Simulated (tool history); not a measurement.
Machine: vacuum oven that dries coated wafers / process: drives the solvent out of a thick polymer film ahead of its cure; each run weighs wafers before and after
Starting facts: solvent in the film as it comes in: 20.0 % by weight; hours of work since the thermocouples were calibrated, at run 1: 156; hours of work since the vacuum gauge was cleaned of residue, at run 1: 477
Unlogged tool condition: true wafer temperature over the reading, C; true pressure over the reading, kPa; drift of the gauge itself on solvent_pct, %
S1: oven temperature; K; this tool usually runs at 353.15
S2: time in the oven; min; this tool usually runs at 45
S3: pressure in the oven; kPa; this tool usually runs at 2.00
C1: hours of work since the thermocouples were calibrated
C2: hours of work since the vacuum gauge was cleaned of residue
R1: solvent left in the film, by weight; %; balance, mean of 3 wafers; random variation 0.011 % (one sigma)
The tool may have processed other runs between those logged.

run     day      S1  S2    S3   C1   C2    R1
  1   0.000  353.15  45  2.00  156  477  1.65
  2   3.162  353.15  45  2.00  189  509  1.65
  3   5.792  353.15  45  2.00  216  537  1.64
  4   8.025  353.15  45  2.00  239  560  1.65
  5  10.567  353.15  45  2.00  265  586  1.63
  6  13.421  351.15  45  2.00  294  615  2.03
  7  17.275  339.15  45  2.00  334  655  6.11
  8  20.454  353.15  45  2.00  367  688  1.66
  9  23.862  350.15  45  2.00  402  723  2.26
 10  27.721  348.15  77  1.91  442  763  1.39
 11  30.821  353.15  26  2.00  474  795  3.61
 12  33.975  353.15  26  2.00  506  827  3.58
 13  35.804  352.15  32  2.33  525  846  3.11
 14  39.250  361.15  29  2.00  561  881  1.30
 15  42.092  352.15  26  1.87  590  911  3.87
 16  44.279  353.15  52  2.00  612  933  1.34
 17  48.000  353.15  52  2.00  651  972  1.36

Predict each of these 4 candidate next runs independently; none follows another, all start after run 17:
  A  51.308  345.15  45  2.00  685  1006   ?
  B  51.308  353.15  40  4.96  685  1006   ?
  C  51.308  353.15  69  1.17  685  1006   ?
  D  51.308  353.15  52  3.28  685  1006   ?

run    R1
  A  3.76
  B  3.17
  C  0.69
  D  1.90
Stripped of hidden state, with their random variation kept, the same runs would have yielded:
run    R1
  A  3.76
  B  3.17
  C  0.69
  D  1.90
